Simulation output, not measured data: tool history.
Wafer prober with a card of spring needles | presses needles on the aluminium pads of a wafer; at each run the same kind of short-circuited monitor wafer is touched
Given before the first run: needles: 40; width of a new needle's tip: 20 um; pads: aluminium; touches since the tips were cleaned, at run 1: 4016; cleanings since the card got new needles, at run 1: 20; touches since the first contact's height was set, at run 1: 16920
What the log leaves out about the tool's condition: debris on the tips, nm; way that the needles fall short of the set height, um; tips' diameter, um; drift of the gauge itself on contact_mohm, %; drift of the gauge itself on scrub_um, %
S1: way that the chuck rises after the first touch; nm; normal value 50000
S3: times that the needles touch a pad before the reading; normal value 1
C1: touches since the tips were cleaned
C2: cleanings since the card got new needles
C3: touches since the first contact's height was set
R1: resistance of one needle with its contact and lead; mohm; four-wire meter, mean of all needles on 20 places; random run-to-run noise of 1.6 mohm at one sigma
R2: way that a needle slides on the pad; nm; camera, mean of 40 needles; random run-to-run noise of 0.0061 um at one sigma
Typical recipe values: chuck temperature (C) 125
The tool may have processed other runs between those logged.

{"run": 1, "hour": 0.0, "S1": 50000, "chuck temperature (C)": 125, "S3": 1, "C1": 4016, "C2": 20, "C3": 16920, "R1": 222, "R2": 8485}
{"hour": 8.2, "done": "tips cleaned on abrasive film"}
{"run": 2, "hour": 24.2, "S1": 50000, "chuck temperature (C)": 125, "S3": 1, "C1": 5402, "C2": 21, "C3": 25049, "R1": 262, "R2": 8490}
{"hour": 28.7, "done": "tips cleaned on abrasive film"}
{"hour": 49.1, "done": "tips cleaned on abrasive film"}
{"run": 3, "hour": 58.8, "S1": 50000, "chuck temperature (C)": 125, "S3": 1, "C1": 3272, "C2": 23, "C3": 36690, "R1": 216, "R2": 8465}
{"hour": 68.5, "done": "tips cleaned on abrasive film"}
{"hour": 89.4, "done": "tips cleaned on abrasive film"}
{"run": 4, "hour": 93.5, "S1": 50000, "chuck temperature (C)": 125, "S3": 1, "C1": 1397, "C2": 25, "C3": 48333, "R1": 191, "R2": 8457}
{"hour": 109.2, "done": "tips cleaned on abrasive film"}
{"hour": 125.4, "done": "tips cleaned on abrasive film, once more"}
{"run": 5, "hour": 128.2, "S1": 50000, "chuck temperature (C)": 125, "S3": 1, "C1": 952, "C2": 27, "C3": 60002, "R1": 178, "R2": 8421}
{"hour": 144.8, "done": "tips cleaned on abrasive film"}
{"run": 6, "hour": 150.3, "S1": 50000, "chuck temperature (C)": 125, "S3": 1, "C1": 1848, "C2": 28, "C3": 67419, "R1": 198, "R2": 8434}
{"hour": 167.1, "done": "tips cleaned on abrasive film"}
{"run": 7, "hour": 169.1, "S1": 50000, "chuck temperature (C)": 125, "S3": 1, "C1": 692, "C2": 29, "C3": 73745, "R1": 180, "R2": 8431}
{"hour": 188.2, "done": "tips cleaned on abrasive film"}
{"run": 8, "hour": 188.7, "S1": 66000, "chuck temperature (C)": 121, "S3": 2, "C1": 195, "C2": 30, "C3": 80341, "R1": 154, "R2": 11157}
{"hour": 208.8, "done": "tips cleaned on abrasive film"}
{"run": 9, "hour": 212.9, "S1": 47000, "chuck temperature (C)": 85, "S3": 1, "C1": 1398, "C2": 31, "C3": 88476, "R1": 191, "R2": 7895}
{"hour": 229.2, "done": "tips cleaned on abrasive film"}
{"hour": 249.7, "done": "tips cleaned on abrasive film"}
{"run": 10, "hour": 252.9, "S1": 67000, "chuck temperature (C)": 36, "S3": 1, "C1": 1080, "C2": 33, "C3": 101917, "R1": 153, "R2": 11294}
{"hour": 272.3, "done": "tips cleaned on abrasive film"}
{"run": 11, "hour": 287.2, "S1": 37000, "chuck temperature (C)": 74, "S3": 1, "C1": 5037, "C2": 34, "C3": 113482, "R1": 298, "R2": 6190}
{"hour": 293.7, "done": "tips cleaned on abrasive film"}
{"hour": 314.8, "done": "tips cleaned on abrasive film"}
{"run": 12, "hour": 318.2, "S1": 51000, "chuck temperature (C)": 68, "S3": 1, "C1": 1153, "C2": 36, "C3": 123875, "R1": 182, "R2": 8551}
{"hour": 334.3, "done": "tips cleaned on abrasive film"}
{"run": 13, "hour": 338.8, "S1": 39000, "chuck temperature (C)": 53, "S3": 1, "C1": 1499, "C2": 37, "C3": 130782, "R1": 223, "R2": 6506}

Measured less the same run without the tool's hidden state. The same run-to-run variation is in both; the gauge's scatter may not be:
run=1 R1=+67 R2=-16
run=2 R1=+107 R2=-21
run=3 R1=+64 R2=-36
run=4 R1=+37 R2=-49
run=5 R1=+23 R2=-65
run=6 R1=+45 R2=-71
run=7 R1=+24 R2=-79
run=8 R1=+6 R2=-87
run=9 R1=+42 R2=-96
run=10 R1=+23 R2=-107
run=11 R1=+144 R2=-115
run=12 R1=+40 R2=-129
run=13 R1=+75 R2=-136
